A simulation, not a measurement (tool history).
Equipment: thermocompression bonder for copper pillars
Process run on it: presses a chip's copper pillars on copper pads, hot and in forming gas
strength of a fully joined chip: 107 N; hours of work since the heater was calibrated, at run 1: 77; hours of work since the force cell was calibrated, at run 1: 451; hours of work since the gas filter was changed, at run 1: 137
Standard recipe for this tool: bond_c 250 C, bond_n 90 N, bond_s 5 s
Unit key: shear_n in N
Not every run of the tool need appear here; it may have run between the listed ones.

run   hour  bond_c  bond_n  bond_s  hours of work since the heater was calibrated  hours of work since the force cell was calibrated  hours of work since the gas filter was changed  shear_n
  1      0     250      90       5                                             77                                                451                                             137     66.6
  2   40.3     250      90       5                                             94                                                469                                             154     65.8
  3   70.3     250      90       5                                            107                                                482                                             167     66.3
  4  104.3     250      90       5                                            122                                                496                                             181     65.9
       147  -- forming gas filter changed
  5    147     250      90       8                                            140                                                514                                               0       77
  6  171.8     250      90       8                                            150                                                525                                              11     77.1
  7  196.2     250      90       8                                            161                                                535                                              21     77.1
  8  221.6     250      90       5                                            172                                                546                                              32     67.8
  9    267     250      85       5                                            191                                                566                                              51       65
 10  303.1     250      85       5                                            207                                                581                                              67     66.7
 11  345.2     250      90       7                                            225                                                599                                              85     74.1
 12  378.4     247      90       5                                            239                                                613                                              99     65.7
 13  400.2     247      90       5                                            248                                                623                                             109       64
 14    435     247      90       5                                            263                                                638                                             124     65.6
 15    464     250      81       5                                            276                                                650                                             136     63.8
 16  494.6     250      81       5                                            289                                                663                                             149     63.9
 17  540.6     230      84      10                                            309                                                683                                             169     61.5
 18  562.6     277      68       6                                            318                                                692                                             178     80.7
 19  586.7     277      68       6                                            328                                                703                                             189     80.5
     613.3  -- forming gas filter changed
     621.5  -- force cell calibrated
 20  627.5     228     105      13                                            345                                                  3                                               5       74
 21  658.7     236     105      13                                            359                                                 16                                              19     80.6
 22  679.1     227     105      13                                            367                                                 25                                              28       74
 23  704.4     267      90       6                                            378                                                 36                                              38     84.6
 24  726.4     250      61       6                                            388                                                 45                                              48     53.5
 25  768.8     250      61       6                                            406                                                 63                                              66     53.7
 26  811.2     250      78       6                                            424                                                 81                                              84       66
 27    855     245      64       5                                            443                                                100                                             103     48.8
 28  896.5     260     124       3                                            461                                                118                                             121     79.6
 29  930.4     279     119       3                                            475                                                133                                             135     89.1
 30  954.3     279      79       5                                            485                                                143                                             146     83.7
 31  974.5     255      93       3                                            494                                                151                                             154     63.9
 32    996     276      65       4                                            503                                                161                                             164     68.5

What differs in the tool's unlogged condition from the final listed run ahead of each entry between runs to the first listed run following it?
From run 4 to run 5: forming gas filter changed (hour 147)
  true temperature of the bond over the reading, C: 0.8 -> 1; force that reaches the chip, % of what is set: 104.5 -> 104.7; oxide that the forming gas leaves, % of the face: 2.64 -> 0.64
  measured result minus the result with no hidden state, shear_n: +1.2 -> +2.7 N
From run 19 to run 20: forming gas filter changed (hour 613.3); force cell calibrated (hour 621.5)
  true temperature of the bond over the reading, C: 2.9 -> 3.1; force that reaches the chip, % of what is set: 106.2 -> 100.1; oxide that the forming gas leaves, % of the face: 3.02 -> 0.69
  measured result minus the result with no hidden state, shear_n: +2.5 -> +2.6 N

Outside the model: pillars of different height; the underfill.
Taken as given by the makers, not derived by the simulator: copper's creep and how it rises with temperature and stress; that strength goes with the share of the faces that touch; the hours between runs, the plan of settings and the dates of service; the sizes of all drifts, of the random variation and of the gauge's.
